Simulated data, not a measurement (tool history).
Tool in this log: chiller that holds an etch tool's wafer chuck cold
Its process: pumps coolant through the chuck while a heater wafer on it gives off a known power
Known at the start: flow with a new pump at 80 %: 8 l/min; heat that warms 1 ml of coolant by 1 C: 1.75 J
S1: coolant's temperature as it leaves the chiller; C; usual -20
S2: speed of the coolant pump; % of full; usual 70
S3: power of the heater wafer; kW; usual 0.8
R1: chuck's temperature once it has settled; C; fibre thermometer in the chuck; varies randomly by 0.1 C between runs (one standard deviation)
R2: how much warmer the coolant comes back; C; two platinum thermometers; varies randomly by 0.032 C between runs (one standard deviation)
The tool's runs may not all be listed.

run,hour,S1,S2,S3,R1,R2
1,0,-20,70,0.8,-12.8,4.08
2,106.8,-20,70,0.8,-12.8,4.12
3,171.5,-20,70,0.8,-12.7,4.12
4,230.9,-20,70,0.8,-12.8,4.16
5,290.7,-20,70,0.8,-12.6,4.12
6,353.2,-20,83,0.8,-13.7,3.43
7,500.7,-20,69,0.8,-12.6,4.21
8,634.9,-20,70,0.8,-12.6,4.14
9,760,-20,70,0.8,-12.6,4.15
# hour 773.1: coolant pump overhauled
10,908.3,-20,70,0.8,-12.5,4.21
11,1027.4,-20,70,0.8,-12.4,4.27
12,1147.8,-20,70,0.8,-12.4,4.24
13,1237.9,-20,70,0.8,-12.4,4.27
# hour 1309.5: coolant pump overhauled, once more
14,1324,-20,70,0.8,-12.9,3.92
15,1447.8,-20,70,0.8,-13,3.98
16,1537.8,-20,70,0.8,-12.9,3.93
17,1627.6,-20,70,0.8,-12.8,3.95
18,1689,-17,63,0.8,-9.1,4.45
19,1777.5,-15,63,0.41,-10.9,2.25
20,1849.6,-15,70,0.65,-9.5,3.21
21,1914.4,-15,70,0.65,-9.1,3.21
22,2031.7,-19,68,0.8,-11.6,4.07
23,2153.1,-20,70,0.8,-12.7,3.98
24,2214.7,-12,67,1.192,-0.5,6.24
25,2337.9,-24,71,0.406,-20.5,1.99
# hour 2390.1: chiller's thermometer calibrated
26,2436.2,-24,71,0.406,-20.3,2.02
27,2525.3,-24,71,0.406,-20.2,2.04
28,2597.2,-20,78,0.8,-13.1,3.55
29,2726.7,-17,74,0.497,-12.4,2.37
30,2868.7,-19,70,0.551,-13.7,2.79
31,2928.9,-23,70,0.8,-15.4,4.06
32,3075,-23,70,0.8,-15.3,4.06
33,3153.5,-23,70,0.8,-15.6,4.06

Each row is a separate what-if for the run after 33, all from the same tool condition, not one after another. Results?
A,3213,-25,70,0.949,?,?
B,3213,-15,89,1.156,?,?
C,3213,-13,94,1.108,?,?

run,R1,R2
A,-16,4.85
B,-6.3,4.59
C,-4.9,4.14
With no hidden state in the tool, these same runs would have given:
run,R1,R2
A,-16.8,4.71
B,-7.1,4.45
C,-5.6,4.02
